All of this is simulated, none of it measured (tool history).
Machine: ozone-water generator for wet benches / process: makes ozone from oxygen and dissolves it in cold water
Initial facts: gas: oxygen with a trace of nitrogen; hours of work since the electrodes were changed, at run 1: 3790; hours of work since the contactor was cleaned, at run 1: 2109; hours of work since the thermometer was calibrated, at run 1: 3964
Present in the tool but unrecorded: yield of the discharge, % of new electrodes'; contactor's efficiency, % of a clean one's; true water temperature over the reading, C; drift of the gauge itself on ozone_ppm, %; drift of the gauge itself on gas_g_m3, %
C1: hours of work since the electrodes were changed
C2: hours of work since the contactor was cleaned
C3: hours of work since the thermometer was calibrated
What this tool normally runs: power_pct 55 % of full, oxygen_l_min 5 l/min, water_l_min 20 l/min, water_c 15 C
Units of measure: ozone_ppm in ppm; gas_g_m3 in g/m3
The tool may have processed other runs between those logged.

{"run": 1, "hour": 0.0, "power_pct": 55, "oxygen_l_min": 5, "water_l_min": 20, "water_c": 15, "C1": 3790, "C2": 2109, "C3": 3964, "ozone_ppm": 21.6, "gas_g_m3": 209.4}
{"run": 2, "hour": 103.5, "power_pct": 55, "oxygen_l_min": 5, "water_l_min": 20, "water_c": 15, "C1": 3891, "C2": 2210, "C3": 4064, "ozone_ppm": 21.8, "gas_g_m3": 206.9}
{"run": 3, "hour": 202.9, "power_pct": 55, "oxygen_l_min": 5, "water_l_min": 20, "water_c": 15, "C1": 3987, "C2": 2306, "C3": 4161, "ozone_ppm": 21.8, "gas_g_m3": 205.9}
{"run": 4, "hour": 263.8, "power_pct": 55, "oxygen_l_min": 5, "water_l_min": 20, "water_c": 15, "C1": 4046, "C2": 2365, "C3": 4220, "ozone_ppm": 21.8, "gas_g_m3": 208.4}
{"run": 5, "hour": 373.4, "power_pct": 55, "oxygen_l_min": 5, "water_l_min": 20, "water_c": 15, "C1": 4153, "C2": 2472, "C3": 4326, "ozone_ppm": 21.9, "gas_g_m3": 205.7}
{"run": 6, "hour": 461.3, "power_pct": 55, "oxygen_l_min": 5, "water_l_min": 20, "water_c": 15, "C1": 4238, "C2": 2557, "C3": 4412, "ozone_ppm": 21.7, "gas_g_m3": 206.2}
{"run": 7, "hour": 547.9, "power_pct": 55, "oxygen_l_min": 5, "water_l_min": 20, "water_c": 15, "C1": 4322, "C2": 2641, "C3": 4496, "ozone_ppm": 21.7, "gas_g_m3": 205.1}
{"run": 8, "hour": 633.3, "power_pct": 55, "oxygen_l_min": 5, "water_l_min": 20, "water_c": 14, "C1": 4405, "C2": 2724, "C3": 4579, "ozone_ppm": 22.1, "gas_g_m3": 205}
{"run": 9, "hour": 745.6, "power_pct": 55, "oxygen_l_min": 5, "water_l_min": 31, "water_c": 15, "C1": 4514, "C2": 2833, "C3": 4688, "ozone_ppm": 14, "gas_g_m3": 207.5}
{"run": 10, "hour": 803.6, "power_pct": 55, "oxygen_l_min": 5, "water_l_min": 31, "water_c": 15, "C1": 4570, "C2": 2889, "C3": 4744, "ozone_ppm": 14.4, "gas_g_m3": 207}
{"run": 11, "hour": 894.2, "power_pct": 93, "oxygen_l_min": 4.79, "water_l_min": 15, "water_c": 18, "C1": 4658, "C2": 2977, "C3": 4832, "ozone_ppm": 36.5, "gas_g_m3": 291.6}
{"hour": 934.2, "done": "water thermometer calibrated"}
{"run": 12, "hour": 977.9, "power_pct": 55, "oxygen_l_min": 5, "water_l_min": 29, "water_c": 15, "C1": 4739, "C2": 3058, "C3": 42, "ozone_ppm": 15.1, "gas_g_m3": 208.4}
{"run": 13, "hour": 1048.0, "power_pct": 55, "oxygen_l_min": 2.72, "water_l_min": 24, "water_c": 15, "C1": 4807, "C2": 3126, "C3": 111, "ozone_ppm": 16.5, "gas_g_m3": 285.8}
{"run": 14, "hour": 1139.6, "power_pct": 88, "oxygen_l_min": 2.72, "water_l_min": 24, "water_c": 20, "C1": 4896, "C2": 3215, "C3": 199, "ozone_ppm": 21.4, "gas_g_m3": 380.8}
{"run": 15, "hour": 1215.3, "power_pct": 56, "oxygen_l_min": 2.72, "water_l_min": 16, "water_c": 20, "C1": 4969, "C2": 3288, "C3": 273, "ozone_ppm": 23.9, "gas_g_m3": 286.9}
{"run": 16, "hour": 1313.8, "power_pct": 56, "oxygen_l_min": 2.72, "water_l_min": 16, "water_c": 20, "C1": 5065, "C2": 3384, "C3": 368, "ozone_ppm": 23.9, "gas_g_m3": 285.9}
{"run": 17, "hour": 1383.8, "power_pct": 56, "oxygen_l_min": 5.66, "water_l_min": 14, "water_c": 14, "C1": 5133, "C2": 3452, "C3": 436, "ozone_ppm": 30.1, "gas_g_m3": 193.3}
{"run": 18, "hour": 1499.2, "power_pct": 83, "oxygen_l_min": 6.85, "water_l_min": 27, "water_c": 21, "C1": 5245, "C2": 3564, "C3": 548, "ozone_ppm": 19.8, "gas_g_m3": 225.8}
{"run": 19, "hour": 1605.2, "power_pct": 70, "oxygen_l_min": 5, "water_l_min": 22, "water_c": 17, "C1": 5348, "C2": 3667, "C3": 651, "ozone_ppm": 22.5, "gas_g_m3": 240.2}

Forecast each of these 4 alternatives for the next run:
{"run": "A", "hour": 1717.0, "power_pct": 70, "oxygen_l_min": 5, "water_l_min": 20, "water_c": 15, "C1": 5456, "C2": 3775, "C3": 760, "ozone_ppm": "?", "gas_g_m3": "?"}
{"run": "B", "hour": 1717.0, "power_pct": 90, "oxygen_l_min": 5.75, "water_l_min": 31, "water_c": 17, "C1": 5456, "C2": 3775, "C3": 760, "ozone_ppm": "?", "gas_g_m3": "?"}
{"run": "C", "hour": 1717.0, "power_pct": 55, "oxygen_l_min": 4.3, "water_l_min": 22, "water_c": 17, "C1": 5456, "C2": 3775, "C3": 760, "ozone_ppm": "?", "gas_g_m3": "?"}
{"run": "D", "hour": 1717.0, "power_pct": 55, "oxygen_l_min": 5.59, "water_l_min": 18, "water_c": 18, "C1": 5456, "C2": 3775, "C3": 760, "ozone_ppm": "?", "gas_g_m3": "?"}

run=A ozone_ppm=25.2 gas_g_m3=238.5
run=B ozone_ppm=19 gas_g_m3=262.1
run=C ozone_ppm=19.2 gas_g_m3=223.5
run=D ozone_ppm=22.7 gas_g_m3=193.6
What these runs would have given with no unlogged condition in the tool:
run=A ozone_ppm=25.3 gas_g_m3=238.9
run=B ozone_ppm=19.1 gas_g_m3=262.5
run=C ozone_ppm=19.2 gas_g_m3=223.8
run=D ozone_ppm=22.7 gas_g_m3=193.8
